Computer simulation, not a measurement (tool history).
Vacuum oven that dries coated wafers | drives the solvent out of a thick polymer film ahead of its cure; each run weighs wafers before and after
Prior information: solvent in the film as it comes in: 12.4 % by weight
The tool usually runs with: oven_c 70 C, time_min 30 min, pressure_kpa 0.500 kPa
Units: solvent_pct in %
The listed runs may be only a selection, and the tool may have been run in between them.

run   hour  oven_c  time_min  pressure_kpa  solvent_pct
  1    0.0      70        30         0.500         1.75
  2   13.4      70        30         0.500         1.72
  3   26.4      70        30         0.500         1.74
  4   43.5      70        30         0.500         1.72
  5   62.0      70        30         0.500         1.76
  6   77.1      70        30         0.500         1.75
  7   98.1      70        30         0.500         1.75
  8  116.3      70        30         0.500         1.74
  9  139.4      70        30         0.500         1.71
 10  157.0      70        30         0.500         1.78
 11  169.3      70        30         0.500         1.71
 12  197.9      70        33         0.411         1.45
 13  224.9      67        30         1.192         2.97
     228.2  -- oven's thermocouples calibrated
 14  248.6      70        16         0.500         3.69
 15  260.7      70        16         0.500         3.64
 16  272.9      70        16         0.500         3.65
 17  292.9      56        16         0.871         7.12
 18  320.6      56        16         0.871         7.10
     341.4  -- oven's thermocouples calibrated, once more
 19  351.6      56        16         0.871         7.12
 20  369.0      79        15         1.147         2.33
 21  389.9      79        15         1.147         2.34
 22  414.1      79        15         1.147         2.36

For some of the steps in solvent_pct from one run to the next: how much would appear even if the tool had no hidden state, given the settings, what came in and random variation, and how much remains for the hidden state plus any gauge scatter that the measured result and the result without hidden state don't share?
The tool's hidden condition here consists of: true wafer temperature over the reading, C; true pressure over the reading, kPa; drift of the gauge itself on solvent_pct, %.
Run 13 -> 14: oven_c 67 -> 70, time_min 30 -> 16, pressure_kpa 1.192 -> 0.500, oven's thermocouples calibrated. solvent_pct +0.72 %: hidden state -0.05, all else +0.77.
Run 16 -> 17: oven_c 70 -> 56, pressure_kpa 0.500 -> 0.871. solvent_pct +3.47 %: hidden state +0.02, all else +3.45.
Run 19 -> 20: oven_c 56 -> 79, time_min 16 -> 15, pressure_kpa 0.871 -> 1.147. solvent_pct -4.79 %: hidden state -0.03, all else -4.76.
